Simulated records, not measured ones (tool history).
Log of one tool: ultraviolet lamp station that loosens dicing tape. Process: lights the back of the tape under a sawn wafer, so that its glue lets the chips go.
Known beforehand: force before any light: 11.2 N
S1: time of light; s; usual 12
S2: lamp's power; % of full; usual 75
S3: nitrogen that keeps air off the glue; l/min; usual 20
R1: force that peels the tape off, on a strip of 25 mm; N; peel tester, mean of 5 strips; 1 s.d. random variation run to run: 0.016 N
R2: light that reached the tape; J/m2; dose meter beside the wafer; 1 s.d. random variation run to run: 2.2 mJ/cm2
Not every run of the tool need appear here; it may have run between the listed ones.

run 1 hour=0 | S1=12 S2=75 S3=20 | R1=1.013 R2=1630
run 2 hour=9.5 | S1=12 S2=75 S3=20 | R1=1.036 R2=1650
run 3 hour=14.5 | S1=12 S2=71 S3=20 | R1=1.155 R2=1550
run 4 hour=21.1 | S1=12 S2=73 S3=20 | R1=1.094 R2=1620
run 5 hour=27.1 | S1=12 S2=73 S3=20 | R1=1.11 R2=1620
run 6 hour=34.1 | S1=12 S2=73 S3=20 | R1=1.124 R2=1590
run 7 hour=39.7 | S1=12 S2=73 S3=20 | R1=1.119 R2=1640
run 8 hour=47 | S1=12 S2=75 S3=20 | R1=1.026 R2=1650
run 9 hour=55 | S1=6 S2=75 S3=20 | R1=3.319 R2=820
run 10 hour=59.7 | S1=6 S2=75 S3=20 | R1=3.266 R2=800
run 11 hour=64.2 | S1=6 S2=75 S3=20 | R1=3.313 R2=830
run 12 hour=74.4 | S1=7 S2=95 S3=20 | R1=1.955 R2=1190
run 13 hour=85.6 | S1=7 S2=95 S3=20 | R1=1.935 R2=1200
run 14 hour=93.5 | S1=7 S2=95 S3=20 | R1=1.986 R2=1200
run 15 hour=100 | S1=12 S2=94 S3=33 | R1=0.506 R2=2010
run 16 hour=104.7 | S1=12 S2=94 S3=33 | R1=0.532 R2=2010
run 17 hour=114.8 | S1=12 S2=94 S3=33 | R1=0.532 R2=2020
run 18 hour=121.7 | S1=8 S2=85 S3=20 | R1=1.96 R2=1240
run 19 hour=129.6 | S1=12 S2=67 S3=10 | R1=1.881 R2=1400
run 20 hour=138.4 | S1=8 S2=77 S3=35 | R1=1.982 R2=1090

What if the next run were any one of these 4? Each begins from the tool's condition after run 20:
run A hour=149.5 | S1=8 S2=97 S3=9 | R1=? R2=?
run B hour=149.5 | S1=12 S2=81 S3=20 | R1=? R2=?
run C hour=149.5 | S1=12 S2=75 S3=7 | R1=? R2=?
run D hour=149.5 | S1=22 S2=99 S3=20 | R1=? R2=?

run=A R1=2.075 R2=1350
run=B R1=0.995 R2=1670
run=C R1=1.772 R2=1570
run=D R1=0.142 R2=3810
With the hidden condition removed and each run's random variation left untouched, the same runs would have given:
run=A R1=1.516 R2=1610
run=B R1=0.651 R2=2000
run=C R1=1.262 R2=1870
run=D R1=0.118 R2=4540
